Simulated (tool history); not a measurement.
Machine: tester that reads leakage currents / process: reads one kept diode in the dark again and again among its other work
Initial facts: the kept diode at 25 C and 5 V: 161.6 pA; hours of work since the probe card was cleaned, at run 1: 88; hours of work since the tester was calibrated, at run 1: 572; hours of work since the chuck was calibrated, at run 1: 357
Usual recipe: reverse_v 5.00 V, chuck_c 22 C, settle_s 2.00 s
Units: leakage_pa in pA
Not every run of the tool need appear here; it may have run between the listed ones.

| run | day | reverse_v | chuck_c | settle_s | hours of work since the probe card was cleaned | hours of work since the tester was calibrated | hours of work since the chuck was calibrated | leakage_pa |
|---|---|---|---|---|---|---|---|---|
| 1 | 0.000 | 5.00 | 22 | 2.00 | 88 | 572 | 357 | 124.85 |
| 2 | 5.258 | 5.00 | 22 | 2.00 | 169 | 653 | 437 | 125.27 |
| 3 | 9.458 | 5.00 | 22 | 2.00 | 233 | 718 | 502 | 125.71 |
| 4 | 15.775 | 5.00 | 22 | 2.00 | 330 | 815 | 599 | 125.03 |
|  | 20.175 | chuck's temperature calibrated |
| 5 | 20.175 | 5.00 | 22 | 2.00 | 397 | 881 | 0 | 125.23 |
| 6 | 25.633 | 5.00 | 22 | 2.00 | 481 | 965 | 84 | 125.87 |
| 7 | 32.954 | 5.00 | 20 | 2.00 | 593 | 1078 | 196 | 105.92 |
| 8 | 36.579 | 5.00 | 22 | 2.00 | 649 | 1133 | 252 | 125.61 |
| 9 | 43.429 | 5.00 | 22 | 0.66 | 754 | 1239 | 358 | 126.22 |
| 10 | 49.192 | 5.00 | 22 | 0.66 | 843 | 1327 | 446 | 126.32 |
| 11 | 56.058 | 5.00 | 22 | 2.00 | 948 | 1433 | 552 | 126.28 |
|  | 63.546 | chuck's temperature calibrated |
| 12 | 63.625 | 5.00 | 22 | 2.00 | 1063 | 1548 | 1 | 125.05 |
| 13 | 67.475 | 5.00 | 22 | 2.00 | 1123 | 1607 | 60 | 125.35 |
| 14 | 74.029 | 5.00 | 22 | 2.00 | 1223 | 1708 | 161 | 125.60 |
| 15 | 78.700 | 5.00 | 22 | 2.00 | 1295 | 1780 | 233 | 125.00 |
| 16 | 82.321 | 5.00 | 22 | 2.00 | 1351 | 1835 | 289 | 126.20 |
| 17 | 86.450 | 5.00 | 22 | 2.00 | 1414 | 1899 | 352 | 125.51 |
| 18 | 90.192 | 5.00 | 48 | 2.00 | 1472 | 1956 | 410 | 982.57 |
| 19 | 96.612 | 5.00 | 22 | 2.00 | 1571 | 2055 | 508 | 125.10 |
| 20 | 100.792 | 5.00 | 22 | 2.00 | 1635 | 2119 | 573 | 126.04 |
| 21 | 105.792 | 5.00 | 33 | 0.55 | 1712 | 2196 | 649 | 314.05 |
|  | 106.950 | chuck's temperature calibrated |
| 22 | 109.646 | 7.95 | 25 | 7.74 | 1770 | 2254 | 41 | 193.14 |
| 23 | 113.212 | 7.95 | 53 | 0.42 | 1824 | 2309 | 96 | 1685.28 |
| 24 | 116.617 | 1.47 | 28 | 1.51 | 1877 | 2361 | 149 | 132.06 |
| 25 | 121.058 | 5.00 | 22 | 2.32 | 1945 | 2429 | 217 | 125.02 |
| 26 | 124.104 | 5.00 | 22 | 2.32 | 1992 | 2476 | 264 | 125.22 |
| 27 | 130.288 | 5.00 | 22 | 6.98 | 2087 | 2571 | 359 | 125.11 |
| 28 | 134.067 | 1.86 | 22 | 6.98 | 2145 | 2629 | 417 | 86.27 |
| 29 | 140.704 | 1.86 | 22 | 6.98 | 2247 | 2731 | 519 | 86.28 |
| 30 | 145.112 | 1.86 | 22 | 1.73 | 2315 | 2799 | 587 | 86.16 |
| 31 | 148.404 | 1.07 | 42 | 0.77 | 2365 | 2850 | 637 | 352.81 |
|  | 150.467 | chuck's temperature calibrated |
| 32 | 153.646 | 4.96 | 37 | 0.44 | 2445 | 2929 | 49 | 428.60 |
| 33 | 156.783 | 5.00 | 21 | 2.00 | 2493 | 2977 | 97 | 114.95 |
| 34 | 161.383 | 5.00 | 26 | 2.00 | 2564 | 3048 | 168 | 176.25 |

What will run 35 give?
| 35 | 164.717 | 3.33 | 26 | 9.65 | 2615 | 3099 | 219 | ? |

Run 35 measured leakage_pa 150.89 pA.
Without the tool's hidden state the same run would have given leakage_pa 150.89 pA.
